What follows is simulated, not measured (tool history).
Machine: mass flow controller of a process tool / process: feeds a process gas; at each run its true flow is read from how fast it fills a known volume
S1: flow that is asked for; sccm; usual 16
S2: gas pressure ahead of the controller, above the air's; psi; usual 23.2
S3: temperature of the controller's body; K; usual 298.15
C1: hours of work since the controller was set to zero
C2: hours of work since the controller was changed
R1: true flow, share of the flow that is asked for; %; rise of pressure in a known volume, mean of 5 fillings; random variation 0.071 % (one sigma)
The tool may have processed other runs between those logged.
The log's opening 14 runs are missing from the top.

run 15 hour=1458.0 | S1=16 S2=23.2 S3=294.15 | C1=2855 C2=2855 | R1=98.33
run 16 hour=1552.8 | S1=16 S2=35.5 S3=294.15 | C1=2898 C2=2898 | R1=98.08
run 17 hour=1699.1 | S1=16 S2=35.5 S3=294.15 | C1=2964 C2=2964 | R1=98.03
run 18 hour=1807.2 | S1=16 S2=35.5 S3=294.15 | C1=3013 C2=3013 | R1=98.03
-- hour=1820.9 controller's zero set anew
run 19 hour=1932.3 | S1=16 S2=35.5 S3=294.15 | C1=50 C2=3069 | R1=97.98
run 20 hour=2048.4 | S1=5 S2=29.4 S3=297.15 | C1=103 C2=3122 | R1=97.20
run 21 hour=2148.1 | S1=5 S2=24.9 S3=309.15 | C1=148 C2=3167 | R1=97.87
run 22 hour=2267.1 | S1=19 S2=21.5 S3=298.15 | C1=202 C2=3221 | R1=98.69
run 23 hour=2354.5 | S1=16 S2=27.6 S3=298.15 | C1=241 C2=3260 | R1=98.32
run 24 hour=2472.3 | S1=3 S2=31.6 S3=298.15 | C1=294 C2=3313 | R1=95.91
run 25 hour=2593.3 | S1=3 S2=36.1 S3=297.15 | C1=349 C2=3368 | R1=95.64
-- hour=2675.5 controller's zero set anew, once more
run 26 hour=2703.3 | S1=3 S2=38.0 S3=298.15 | C1=13 C2=3417 | R1=97.88
run 27 hour=2785.1 | S1=18 S2=28.3 S3=294.15 | C1=50 C2=3454 | R1=98.64
run 28 hour=2889.9 | S1=8 S2=35.5 S3=298.15 | C1=97 C2=3502 | R1=98.21
run 29 hour=2996.2 | S1=8 S2=35.5 S3=298.15 | C1=145 C2=3550 | R1=98.27
run 30 hour=3101.0 | S1=2 S2=36.0 S3=298.15 | C1=192 C2=3597 | R1=97.51
run 31 hour=3197.2 | S1=2 S2=36.0 S3=298.15 | C1=236 C2=3641 | R1=97.30
run 32 hour=3267.8 | S1=5 S2=36.0 S3=300.15 | C1=268 C2=3673 | R1=98.09
run 33 hour=3394.5 | S1=5 S2=36.0 S3=300.15 | C1=325 C2=3730 | R1=97.96
run 34 hour=3507.9 | S1=7 S2=36.0 S3=300.15 | C1=376 C2=3781 | R1=98.07
run 35 hour=3592.4 | S1=16 S2=26.0 S3=303.15 | C1=414 C2=3819 | R1=98.93
run 36 hour=3736.0 | S1=11 S2=23.2 S3=298.15 | C1=479 C2=3884 | R1=98.47
run 37 hour=3820.4 | S1=11 S2=40.3 S3=312.15 | C1=517 C2=3922 | R1=98.82

Branching from run 37: 4 alternative next runs. What would each branch give?
run A hour=3888.7 | S1=15 S2=24.5 S3=300.15 | C1=548 C2=3953 | R1=?
run B hour=3888.7 | S1=7 S2=32.1 S3=312.15 | C1=548 C2=3953 | R1=?
run C hour=3888.7 | S1=11 S2=26.0 S3=301.15 | C1=548 C2=3953 | R1=?
run D hour=3888.7 | S1=19 S2=38.6 S3=298.15 | C1=548 C2=3953 | R1=?

run=A R1=98.69
run=B R1=98.74
run=C R1=98.62
run=D R1=98.27
Take away the tool's hidden state, keep each run's random variation, and the runs would have read:
run=A R1=100.13
run=B R1=100.35
run=C R1=100.11
run=D R1=99.68

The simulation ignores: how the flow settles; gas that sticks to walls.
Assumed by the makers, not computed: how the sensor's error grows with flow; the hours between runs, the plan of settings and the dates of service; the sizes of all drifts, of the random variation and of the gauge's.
